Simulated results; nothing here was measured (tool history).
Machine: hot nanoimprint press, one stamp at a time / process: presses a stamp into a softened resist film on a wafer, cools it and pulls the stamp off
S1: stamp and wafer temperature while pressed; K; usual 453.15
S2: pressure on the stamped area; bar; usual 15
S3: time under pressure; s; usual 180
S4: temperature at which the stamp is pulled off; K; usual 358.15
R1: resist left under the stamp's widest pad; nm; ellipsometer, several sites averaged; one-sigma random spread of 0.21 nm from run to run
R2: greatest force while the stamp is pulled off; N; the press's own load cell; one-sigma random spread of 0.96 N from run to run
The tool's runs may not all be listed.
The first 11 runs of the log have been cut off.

{"run": 12, "day": 15.821, "S1": 453.15, "S2": 15, "S3": 187, "S4": 358.15, "R1": 89.4, "R2": 192}
{"run": 13, "day": 17.575, "S1": 453.15, "S2": 15, "S3": 187, "S4": 358.15, "R1": 89.5, "R2": 191.9}
{"run": 14, "day": 19.462, "S1": 453.15, "S2": 15, "S3": 187, "S4": 358.15, "R1": 89.4, "R2": 192.6}
{"run": 15, "day": 20.554, "S1": 453.15, "S2": 15, "S3": 187, "S4": 358.15, "R1": 89.1, "R2": 193.3}
{"run": 16, "day": 22.038, "S1": 449.15, "S2": 9.9, "S3": 237, "S4": 358.15, "R1": 112, "R2": 193.6}
{"run": 17, "day": 24.083, "S1": 453.15, "S2": 19.8, "S3": 180, "S4": 358.15, "R1": 78.1, "R2": 194}
{"run": 18, "day": 25.692, "S1": 443.15, "S2": 15, "S3": 91, "S4": 366.15, "R1": 142.2, "R2": 153.5}
{"run": 19, "day": 27.433, "S1": 453.15, "S2": 16, "S3": 180, "S4": 358.15, "R1": 87.7, "R2": 193.5}
{"run": 20, "day": 29.154, "S1": 453.15, "S2": 12.2, "S3": 109, "S4": 358.15, "R1": 117.9, "R2": 193.2}
{"run": 21, "day": 30.283, "S1": 453.15, "S2": 13.8, "S3": 180, "S4": 358.15, "R1": 94.7, "R2": 194.4}
{"run": 22, "day": 31.221, "S1": 453.15, "S2": 22.5, "S3": 180, "S4": 347.15, "R1": 72.8, "R2": 249}
{"run": 23, "day": 32.079, "S1": 454.15, "S2": 14.9, "S3": 162, "S4": 363.15, "R1": 91.9, "R2": 168.9}
{"run": 24, "day": 34.008, "S1": 455.15, "S2": 21.3, "S3": 162, "S4": 360.15, "R1": 73.8, "R2": 185.2}
{"run": 25, "day": 35.979, "S1": 451.15, "S2": 12.4, "S3": 162, "S4": 360.15, "R1": 108.1, "R2": 185}
{"run": 26, "day": 37.846, "S1": 451.15, "S2": 12.4, "S3": 162, "S4": 360.15, "R1": 108.2, "R2": 182.8}
{"run": 27, "day": 39.35, "S1": 449.15, "S2": 9, "S3": 162, "S4": 346.15, "R1": 130.4, "R2": 255.1}
{"day": 40.4, "done": "plate thermocouple calibrated"}
{"day": 40.65, "done": "stamp cleaned and given a new release coat"}
{"run": 28, "day": 41.121, "S1": 449.15, "S2": 9, "S3": 162, "S4": 346.15, "R1": 130.6, "R2": 256.1}
{"run": 29, "day": 42.371, "S1": 447.15, "S2": 15, "S3": 180, "S4": 352.15, "R1": 106.5, "R2": 224}
{"run": 30, "day": 43.983, "S1": 458.15, "S2": 21.7, "S3": 105, "S4": 349.15, "R1": 79.3, "R2": 241.6}

Here are 4 independent what-if runs from the current tool condition. What would each one return?
{"run": "A", "day": 45.25, "S1": 453.15, "S2": 15, "S3": 110, "S4": 358.15, "R1": "?", "R2": "?"}
{"run": "B", "day": 45.25, "S1": 460.15, "S2": 21.7, "S3": 133, "S4": 349.15, "R1": "?", "R2": "?"}
{"run": "C", "day": 45.25, "S1": 460.15, "S2": 20.8, "S3": 180, "S4": 360.15, "R1": "?", "R2": "?"}
{"run": "D", "day": 45.25, "S1": 458.15, "S2": 21.7, "S3": 105, "S4": 350.15, "R1": "?", "R2": "?"}

run=A R1=106.7 R2=197.4
run=B R1=69.1 R2=241.6
run=C R1=63 R2=186.6
run=D R1=79.2 R2=234.3
With no hidden state in the tool, these same runs would have given:
run=A R1=106.7 R2=192.6
run=B R1=69.1 R2=235.7
run=C R1=63 R2=182
run=D R1=79.2 R2=228.6
